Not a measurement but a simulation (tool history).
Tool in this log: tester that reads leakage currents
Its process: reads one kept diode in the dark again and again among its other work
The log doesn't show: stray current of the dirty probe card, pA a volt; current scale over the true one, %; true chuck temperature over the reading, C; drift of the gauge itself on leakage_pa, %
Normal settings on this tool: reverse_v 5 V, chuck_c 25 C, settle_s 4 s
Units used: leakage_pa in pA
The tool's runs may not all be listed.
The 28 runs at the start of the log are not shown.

| run | hour | reverse_v | chuck_c | settle_s | hours of work since the probe card was cleaned | hours of work since the tester was calibrated | hours of work since the chuck was calibrated | leakage_pa |
|---|---|---|---|---|---|---|---|---|
| 29 | 1695.9 | 10.39 | 22 | 1.61 | 1903 | 1903 | 678 | 156.28 |
| 30 | 1770.2 | 10.39 | 22 | 1.61 | 1950 | 1950 | 725 | 155.47 |
| 31 | 1857.1 | 10.39 | 22 | 1.61 | 2005 | 2005 | 780 | 155.43 |
| 32 | 1917.9 | 5 | 60 | 0.47 | 2044 | 2044 | 819 | 1339.63 |
| 33 | 1980.3 | 5 | 60 | 0.47 | 2083 | 2083 | 858 | 1334.93 |
| 34 | 2059.3 | 3.84 | 29 | 6.68 | 2133 | 2133 | 908 | 151.61 |
| 35 | 2111 | 13.26 | 23 | 6.68 | 2166 | 2166 | 941 | 185.16 |
| 36 | 2171.4 | 5 | 25 | 1.71 | 2204 | 2204 | 979 | 129.66 |
| 37 | 2208.1 | 5 | 25 | 1.71 | 2228 | 2228 | 1002 | 129.6 |
| 38 | 2243.7 | 14.12 | 21 | 4 | 2250 | 2250 | 1025 | 165.71 |
| 39 | 2316.9 | 5 | 25 | 8.63 | 2296 | 2296 | 1071 | 127.6 |
| 40 | 2395.3 | 3.95 | 27 | 4.91 | 2346 | 2346 | 1121 | 130.77 |

Here are 3 independent what-if runs from the current tool condition. What would each one return?
| A | 2481.9 | 1.43 | 29 | 3.31 | 2401 | 2401 | 1176 | ? |
| B | 2481.9 | 14.15 | 26 | 1.65 | 2401 | 2401 | 1176 | ? |
| C | 2481.9 | 5 | 25 | 2.46 | 2401 | 2401 | 1176 | ? |

| run | leakage_pa |
|---|---|
| A | 90.44 |
| B | 232.52 |
| C | 126.28 |
Stripped of hidden state, with their random variation kept, the same runs would have yielded:
| run | leakage_pa |
|---|---|
| A | 104.4 |
| B | 257.7 |
| C | 143.1 |
